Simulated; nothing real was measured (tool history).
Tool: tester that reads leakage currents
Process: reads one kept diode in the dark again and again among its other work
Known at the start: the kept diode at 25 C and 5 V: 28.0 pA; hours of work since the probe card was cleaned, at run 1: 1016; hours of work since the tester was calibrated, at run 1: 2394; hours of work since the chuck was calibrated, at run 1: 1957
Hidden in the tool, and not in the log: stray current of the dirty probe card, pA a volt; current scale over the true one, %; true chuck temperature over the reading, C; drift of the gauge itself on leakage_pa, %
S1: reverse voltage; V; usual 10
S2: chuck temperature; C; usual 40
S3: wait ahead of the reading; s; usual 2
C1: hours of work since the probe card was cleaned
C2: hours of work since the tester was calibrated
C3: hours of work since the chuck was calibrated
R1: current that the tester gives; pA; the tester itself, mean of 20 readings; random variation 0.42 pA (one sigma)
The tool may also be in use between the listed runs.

run,day,S1,S2,S3,C1,C2,C3,R1
1,0,10,40,2,1016,2394,1957,138.31
2,8.738,10,40,2,1164,2542,2105,138.61
# day 12.862: chuck's temperature calibrated
3,15.958,10,40,2,1284,2663,52,137.97
4,20.246,10,40,0.34,1357,2735,125,139.26
5,26.846,10,40,2,1469,2847,237,137.59
6,33.567,10,40,2,1582,2961,350,138.23
7,40.629,10,53,2,1702,3080,470,361.87
# day 43.871: probe card cleaned and baked
8,48.871,3.4,40,2,85,3218,607,77.65
9,55.425,3.4,40,2,196,3328,718,77.04
10,60.388,10,40,2,280,3412,802,137.79
11,66.854,10,40,2,389,3522,912,138.17
12,75,10,41,0.37,527,3660,1049,151.1
13,82.412,2.1,41,0.59,652,3785,1175,64.3
14,91.142,2.1,41,0.59,800,3933,1323,64.44
# day 97.879: tester calibrated
15,99.208,2.1,41,0.59,935,22,1458,64.5
16,105.992,2.1,41,0.59,1050,137,1572,64.64
17,112.567,2.1,41,0.59,1161,249,1684,64.75
18,118.396,1.9,60,0.3,1260,347,1782,240.27
19,125.583,10.7,40,2,1381,469,1904,143.57
20,132.608,10,24,2,1500,588,2023,38.06
21,137.942,3.1,33,2,1591,678,2113,42.35

3 ways to go on from here, each from the tool as it stands after run 21. What would each give?
# day 141.45: chuck's temperature calibrated
# day 147.308: probe card cleaned and baked
A,147.308,3.1,28,2,0,833,97,?
# day 141.45: chuck's temperature calibrated
# day 147.308: probe card cleaned and baked
B,147.308,3.1,20,2,0,833,97,?
# day 141.45: chuck's temperature calibrated
# day 147.308: probe card cleaned and baked
C,147.308,2.3,33,2,0,833,97,?

run,R1
A,27.89
B,14.32
C,36.12
Without the tool's hidden state the same runs would have given:
run,R1
A,27.89
B,14.32
C,36.12
